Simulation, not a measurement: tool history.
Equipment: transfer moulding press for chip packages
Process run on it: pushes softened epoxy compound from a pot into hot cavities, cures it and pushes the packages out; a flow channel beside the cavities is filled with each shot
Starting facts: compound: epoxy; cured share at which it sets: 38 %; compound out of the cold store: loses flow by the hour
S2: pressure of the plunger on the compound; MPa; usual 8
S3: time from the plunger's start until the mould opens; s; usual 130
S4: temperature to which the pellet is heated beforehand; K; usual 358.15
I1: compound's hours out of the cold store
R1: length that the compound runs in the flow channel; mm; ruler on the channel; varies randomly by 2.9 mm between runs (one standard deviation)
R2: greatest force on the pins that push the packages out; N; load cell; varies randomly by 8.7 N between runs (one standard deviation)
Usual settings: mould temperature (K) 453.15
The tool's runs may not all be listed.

Run 1, hour 0: usual settings; I1 38.2. Result: R1 765 mm, R2 389 N.
Run 2, hour 25.2: usual settings; I1 37.6. Result: R1 765 mm, R2 385 N.
At hour 49.9: cavities cleaned with cleaning compound and waxed.
Run 3, hour 76.8: usual settings but mould temperature (K) 447.15; I1 37.1. Result: R1 783 mm, R2 456 N.
At hour 94.4: plunger's sealing rings changed.
At hour 108.1: cavities cleaned with cleaning compound and waxed.
Run 4, hour 135.4: usual settings but mould temperature (K) 447.15, S4 356.15 K; I1 14.9. Result: R1 823 mm, R2 509 N.
At hour 163.9: cavities cleaned with cleaning compound and waxed.
Run 5, hour 174.3: usual settings but mould temperature (K) 447.15, S4 356.15 K; I1 42.9. Result: R1 775 mm, R2 483 N.
Run 6, hour 209.8: usual settings but mould temperature (K) 447.15, S4 356.15 K; I1 9.3. Result: R1 836 mm, R2 530 N.
At hour 220.8: cavities cleaned with cleaning compound and waxed.
Run 7, hour 242.8: usual settings but S4 360.15 K; I1 17.8. Result: R1 794 mm, R2 379 N.
At hour 275.5: cavities cleaned with cleaning compound and waxed.
Run 8, hour 276.1: usual settings but S4 360.15 K; I1 31.3. Result: R1 778 mm, R2 389 N.
At hour 330.6: cavities cleaned with cleaning compound and waxed.
Run 9, hour 330.6: usual settings but S4 360.15 K; I1 9.3. Result: R1 806 mm, R2 382 N.
Run 10, hour 363: usual settings but S2 8.99 MPa; I1 24.9. Result: R1 832 mm, R2 386 N.
At hour 386.4: cavities cleaned with cleaning compound and waxed.
Run 11, hour 404: usual settings but S2 8.99 MPa; I1 27.1. Result: R1 824 mm, R2 387 N.
At hour 440.9: cavities cleaned with cleaning compound and waxed.
Run 12, hour 455.8: usual settings but S2 8.99 MPa; I1 38.9. Result: R1 806 mm, R2 388 N.
At hour 497.8: cavities cleaned with cleaning compound and waxed.
Run 13, hour 511.8: usual settings but S2 6.42 MPa; I1 13.9. Result: R1 721 mm, R2 390 N.
At hour 543.1: mould's thermocouples calibrated.
At hour 555.3: cavities cleaned with cleaning compound and waxed.
Run 14, hour 569.5: usual settings but S2 6.42 MPa, S4 368.15 K; I1 14. Result: R1 722 mm, R2 392 N.
At hour 575.7: plunger's sealing rings changed.
Run 15, hour 609.7: usual settings but S2 6.42 MPa, S4 351.15 K; I1 25.5. Result: R1 697 mm, R2 407 N.
At hour 615.6: cavities cleaned with cleaning compound and waxed.
Run 16, hour 639.8: usual settings but S2 6.42 MPa, S4 351.15 K; I1 46.1. Result: R1 673 mm, R2 390 N.
At hour 673: cavities cleaned with cleaning compound and waxed.
Run 17, hour 697.3: usual settings but mould temperature (K) 459.15; I1 19.3. Result: R1 779 mm, R2 369 N.
At hour 730.4: cavities cleaned with cleaning compound and waxed.
Run 18, hour 753.2: usual settings but S2 9.08 MPa; I1 13.3. Result: R1 858 mm, R2 387 N.
At hour 784.3: cavities cleaned with cleaning compound and waxed.
Run 19, hour 796.3: usual settings but mould temperature (K) 461.15, S2 9.46 MPa, S3 122 s; I1 11.6. Result: R1 850 mm, R2 365 N.
Run 20, hour 828.9: usual settings but mould temperature (K) 461.15, S2 9.46 MPa, S3 122 s; I1 18.1. Result: R1 838 mm, R2 345 N.
At hour 838.6: cavities cleaned with cleaning compound and waxed.
Run 21, hour 884.2: usual settings but mould temperature (K) 461.15, S2 9.46 MPa, S3 122 s; I1 31.6. Result: R1 815 mm, R2 356 N.
At hour 893.6: cavities cleaned with cleaning compound and waxed.
Run 22, hour 923.8: usual settings but S3 126 s, S4 350.15 K; I1 18.3. Result: R1 796 mm, R2 387 N.
At hour 949.9: cavities cleaned with cleaning compound and waxed.
Run 23, hour 985.9: usual settings but mould temperature (K) 458.15, S2 9.53 MPa, S3 142 s; I1 20.9. Result: R1 841 mm, R2 353 N.
At hour 1005: cavities cleaned with cleaning compound and waxed.
Run 24, hour 1018.5: usual settings but mould temperature (K) 458.15, S2 9.53 MPa, S3 142 s; I1 41.2. Result: R1 813 mm, R2 352 N.
At hour 1053.1: plunger's sealing rings changed.
At hour 1061.8: cavities cleaned with cleaning compound and waxed.
Run 25, hour 1071.8: usual settings but mould temperature (K) 458.15, S2 9.53 MPa, S3 142 s; I1 12.9. Result: R1 860 mm, R2 363 N.
Run 26, hour 1107.5: usual settings but S3 166 s, S4 357.15 K; I1 41.3. Result: R1 759 mm, R2 358 N.

3 ways to go on from here, each from the tool as it stands after run 26. What would each give?
At hour 1118.7: cavities cleaned with cleaning compound and waxed.
Run A, hour 1168.5: usual settings but S2 7.78 MPa, S4 353.15 K; I1 29.3. Result: R1 ?, R2 ?.
At hour 1118.7: cavities cleaned with cleaning compound and waxed.
Run B, hour 1168.5: usual settings but mould temperature (K) 448.15, S3 162 s; I1 22.7. Result: R1 ?, R2 ?.
At hour 1118.7: cavities cleaned with cleaning compound and waxed.
Run C, hour 1168.5: usual settings but mould temperature (K) 455.15, S2 7.06 MPa, S3 166 s, S4 360.15 K; I1 10.9. Result: R1 ?, R2 ?.

run   R1   R2
  A  761  404
  B  801  371
  C  753  358
Take away the tool's hidden state, keep each run's random variation, and the runs would have read:
run   R1   R2
  A  762  400
  B  801  368
  C  753  354

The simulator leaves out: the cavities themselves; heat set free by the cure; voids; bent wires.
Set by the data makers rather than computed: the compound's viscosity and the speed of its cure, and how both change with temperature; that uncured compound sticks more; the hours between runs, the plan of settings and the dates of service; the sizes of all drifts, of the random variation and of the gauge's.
